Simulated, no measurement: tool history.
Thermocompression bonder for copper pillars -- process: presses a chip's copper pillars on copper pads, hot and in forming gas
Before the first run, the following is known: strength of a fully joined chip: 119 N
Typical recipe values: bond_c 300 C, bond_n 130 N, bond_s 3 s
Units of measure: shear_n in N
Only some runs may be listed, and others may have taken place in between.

run,hour,bond_c,bond_n,bond_s,shear_n
1,0.0,300,130,3,47.4
2,35.6,300,130,3,47.6
3,77.5,300,130,3,43.3
4,109.3,300,130,6,55.3
5,130.0,300,80,3,23.7
6,166.6,300,80,3,23.8
7,203.8,300,187,3,63.4
8,224.8,300,187,3,63.7
9,244.6,300,187,3,64.5
10,285.3,300,187,3,64.4
11,312.3,299,130,3,42.2
12,336.5,299,130,3,42.7
13,369.0,300,130,3,42.5
14,389.0,300,130,6,53.4
15,429.7,300,130,3,41.7
16,453.6,300,130,3,41.6
17,487.8,300,130,3,41.6
18,511.4,300,130,3,43.9
19,548.9,300,130,3,43.0
20,568.1,300,130,3,44.2
21,604.1,300,130,3,44.2
22,633.9,320,170,6,85.2
23,668.2,320,170,6,86.0
24,708.7,294,89,6,34.5
25,744.7,304,82,6,35.5
26,781.0,304,82,6,35.8
27,809.6,304,120,2,36.3
28,851.0,304,120,2,36.2
29,892.0,326,159,2,61.8
30,926.0,326,159,2,61.2
31,963.3,300,166,2,50.5
32,987.6,300,166,4,64.0
33,1006.9,300,166,4,64.3
34,1037.1,297,193,3,65.6
35,1073.8,297,144,5,58.8
36,1105.3,300,130,7,60.5
37,1130.6,298,83,6,36.5
38,1164.4,294,95,6,39.9
39,1196.7,309,188,3,74.1

Missing from the log above: 4 entries noted between runs. For each, name the pair of listed runs it sits between and say how the tool's hidden condition differs from the listed run just before to the listed run just after:
In the gap between runs 2 and 3: heater calibrated with a thermocouple chip (hour 43.6)
  true temperature of the bond over the reading, C: 9.5 -> 1.1; force that reaches the chip, % of what is set: 103.3 -> 103.5; oxide that the forming gas leaves, % of the face: 1.67 -> 1.9
  what was measured, less what the result would be without the hidden state, shear_n: +6.1 -> +1.7 N
In the gap between runs 12 and 13: force cell calibrated (hour 364.5)
  true temperature of the bond over the reading, C: 2.7 -> 2.9; force that reaches the chip, % of what is set: 104.4 -> 100.2; oxide that the forming gas leaves, % of the face: 3.41 -> 3.59
  what was measured, less what the result would be without the hidden state, shear_n: +2.2 -> +0.3 N
In the gap between runs 17 and 18: forming gas filter changed (hour 495.2)
  true temperature of the bond over the reading, C: 3.7 -> 3.8; force that reaches the chip, % of what is set: 100.6 -> 100.7; oxide that the forming gas leaves, % of the face: 4.25 -> 0.59
  what was measured, less what the result would be without the hidden state, shear_n: +0.5 -> +2.2 N
In the gap between runs 36 and 37: forming gas filter changed (hour 1129.1)
  true temperature of the bond over the reading, C: 7.5 -> 7.6; force that reaches the chip, % of what is set: 102.8 -> 102.9; oxide that the forming gas leaves, % of the face: 4.1 -> 0.58
  what was measured, less what the result would be without the hidden state, shear_n: +4.0 -> +4.5 N
